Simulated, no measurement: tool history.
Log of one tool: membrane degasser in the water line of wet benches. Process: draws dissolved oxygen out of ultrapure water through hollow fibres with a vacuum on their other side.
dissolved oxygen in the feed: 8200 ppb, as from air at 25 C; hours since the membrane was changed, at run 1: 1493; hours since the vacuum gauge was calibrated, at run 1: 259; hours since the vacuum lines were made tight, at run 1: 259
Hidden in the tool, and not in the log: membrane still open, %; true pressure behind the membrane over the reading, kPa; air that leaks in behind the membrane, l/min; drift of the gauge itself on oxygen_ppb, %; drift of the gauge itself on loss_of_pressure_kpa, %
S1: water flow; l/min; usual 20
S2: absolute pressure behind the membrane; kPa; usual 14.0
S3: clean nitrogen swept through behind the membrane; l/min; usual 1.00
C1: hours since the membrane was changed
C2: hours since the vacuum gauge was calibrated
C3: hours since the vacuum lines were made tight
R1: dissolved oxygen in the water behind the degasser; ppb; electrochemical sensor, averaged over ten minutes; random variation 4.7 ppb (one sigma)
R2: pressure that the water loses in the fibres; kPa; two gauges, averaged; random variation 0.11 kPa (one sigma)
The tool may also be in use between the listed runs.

run     day  S1    S2    S3    C1    C2    C3     R1     R2
  1   0.000  20  14.0  1.00  1493   259   259  759.5  32.48
  2   2.921  20  14.0  1.00  1563   329   329  756.8  32.13
  3   5.742  20  14.0  1.00  1631   396   396  755.0  32.45
  4   7.912  20  14.0  1.00  1683   449   449  761.6  32.41
  5  11.071  20  14.0  2.50  1759   524   524  511.4  32.27
  6  13.096  20  14.0  1.00  1808   573   573  743.7  32.40
  7  16.346  20  14.0  1.00  1886   651   651  757.4  32.23
  8  18.917  20  14.0  1.00  1947   713   713  740.7  32.41
  9  21.479  20  14.0  1.00  2009   774   774  763.7  32.43
 10  23.883  20  14.0  1.00  2067   832   832  753.0  32.50
 11  26.425  20  14.0  1.00  2128   893   893  756.7  32.61
 12  28.667  20  14.0  1.00  2181   947   947  754.7  32.33
 13  30.267  20  14.0  1.00  2220   985   985  756.2  32.42
 14  33.175  20  14.0  1.00  2290  1055  1055  751.5  32.40
 15  36.338  20  14.0  1.00  2365  1131  1131  755.4  32.53
     36.567  -- vacuum gauge calibrated
 16  38.621  20  14.0  1.00  2420    49  1185  761.8  32.24
 17  41.729  20  11.9  1.07  2494   124  1260  665.9  32.55
 18  44.454  15  14.0  1.05  2560   189  1325  542.0  24.18
 19  47.879  15  14.0  1.05  2642   272  1407  545.8  24.43
 20  49.317  15  14.0  1.05  2676   306  1442  552.3  24.41
 21  51.325  17   9.9  1.00  2725   354  1490  504.5  27.74
 22  54.446  17  14.7  1.00  2800   429  1565  665.1  27.67
 23  55.892  20  11.9  0.69  2834   464  1600  820.1  32.42
     56.208  -- vacuum gauge calibrated, once more
 24  57.833  17  13.2  1.00  2880    39  1646  609.6  27.64
 25  59.683  17  13.2  1.00  2925    83  1690  611.3  27.60
 26  62.108  18  14.3  1.04  2983   142  1748  673.2  29.42
 27  64.362  15   9.0  2.26  3037   196  1802  305.0  24.51
 28  65.938  15  10.9  2.26  3075   233  1840  333.1  24.62
 29  69.058  21  14.0  1.00  3150   308  1915  798.9  34.32

Forecast run 30:
 30  71.008  19  15.1  0.76  3196  355  1962   ?   ?

R1: 869.9 ppb
R2: 31.01 kPa
Without the tool's hidden state the same run would have given R1 854.3 ppb, R2 30.61 kPa.
